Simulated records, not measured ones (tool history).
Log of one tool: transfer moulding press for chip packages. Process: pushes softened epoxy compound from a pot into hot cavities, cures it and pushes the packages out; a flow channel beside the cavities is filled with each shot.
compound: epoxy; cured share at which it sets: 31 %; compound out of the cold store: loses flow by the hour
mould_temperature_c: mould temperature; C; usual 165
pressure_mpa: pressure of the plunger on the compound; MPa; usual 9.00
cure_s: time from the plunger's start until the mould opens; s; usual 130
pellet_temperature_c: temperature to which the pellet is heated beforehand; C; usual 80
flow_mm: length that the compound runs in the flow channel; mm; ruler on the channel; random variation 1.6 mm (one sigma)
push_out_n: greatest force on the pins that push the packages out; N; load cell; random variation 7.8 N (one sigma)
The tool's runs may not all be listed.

run	hour	mould_temperature_c	pressure_mpa	cure_s	pellet_temperature_c	incoming compound's hours out of the cold store	flow_mm	push_out_n
1	0.0	165	9.00	130	80	46.6	474	430
# hour 26.7: cavities cleaned with cleaning compound and waxed
2	36.2	163	9.00	130	80	44.8	475	634
# hour 86.0: cavities cleaned with cleaning compound and waxed
3	89.5	163	7.47	130	80	37.0	440	373
4	112.4	163	7.47	130	80	42.2	434	466
# hour 120.6: plunger's sealing rings changed
# hour 138.9: cavities cleaned with cleaning compound and waxed, once more
5	154.0	165	10.58	130	80	27.1	543	406
6	180.4	165	9.00	130	80	15.4	513	477
# hour 195.7: cavities cleaned with cleaning compound and waxed
7	218.6	165	9.00	130	80	27.4	496	410
# hour 251.5: cavities cleaned with cleaning compound and waxed
8	272.0	165	9.00	130	80	41.9	476	417
# hour 307.2: cavities cleaned with cleaning compound and waxed
9	320.5	165	9.00	130	80	44.4	470	395
# hour 366.6: plunger's sealing rings changed
# hour 368.1: cavities cleaned with cleaning compound and waxed
10	369.8	165	9.00	130	80	44.1	482	331
11	415.7	165	9.00	130	80	27.1	498	471
# hour 423.7: cavities cleaned with cleaning compound and waxed
12	455.7	165	9.00	130	75	43.9	473	452
# hour 478.5: cavities cleaned with cleaning compound and waxed
13	495.2	165	9.00	130	75	47.6	470	398
# hour 535.6: cavities cleaned with cleaning compound and waxed
14	536.0	165	8.31	130	84	14.6	489	335
15	562.9	165	8.31	130	84	18.1	483	435
16	586.2	165	8.31	130	84	11.7	488	492
# hour 590.4: cavities cleaned with cleaning compound and waxed
# hour 614.1: plunger's sealing rings changed
17	638.6	161	9.00	151	88	25.0	510	491
# hour 650.9: cavities cleaned with cleaning compound and waxed
18	681.2	161	9.80	154	88	17.5	541	451
# hour 707.1: cavities cleaned with cleaning compound and waxed
19	713.1	161	9.80	154	88	28.9	524	362
# hour 732.7: mould's thermocouples calibrated
20	736.0	165	9.00	142	80	47.3	474	424
# hour 767.1: cavities cleaned with cleaning compound and waxed
21	771.1	173	9.00	130	84	42.7	464	327
22	818.7	165	9.00	160	80	20.9	501	461
# hour 823.3: cavities cleaned with cleaning compound and waxed
23	852.0	173	9.00	130	80	9.2	498	397
# hour 861.4: plunger's sealing rings changed
24	876.8	160	7.12	151	80	39.7	439	514
# hour 880.6: cavities cleaned with cleaning compound and waxed
25	917.9	165	10.31	130	80	44.3	508	449

5 ways to go on from here, each from the tool as it stands after run 25. What would each give?
# hour 938.4: cavities cleaned with cleaning compound and waxed
A	944.4	172	9.05	168	80	45.0	?	?
# hour 938.4: cavities cleaned with cleaning compound and waxed
B	944.4	167	9.44	130	80	11.0	?	?
# hour 938.4: cavities cleaned with cleaning compound and waxed
C	944.4	162	7.35	130	80	13.2	?	?
# hour 938.4: cavities cleaned with cleaning compound and waxed
D	944.4	164	10.47	130	86	22.7	?	?
# hour 938.4: cavities cleaned with cleaning compound and waxed
E	944.4	165	7.82	113	80	35.8	?	?

run	flow_mm	push_out_n
A	462	337
B	523	358
C	469	410
D	539	364
E	451	399
Without the tool's hidden state the same runs would have given:
run	flow_mm	push_out_n
A	469	309
B	530	330
C	475	382
D	547	338
E	457	372
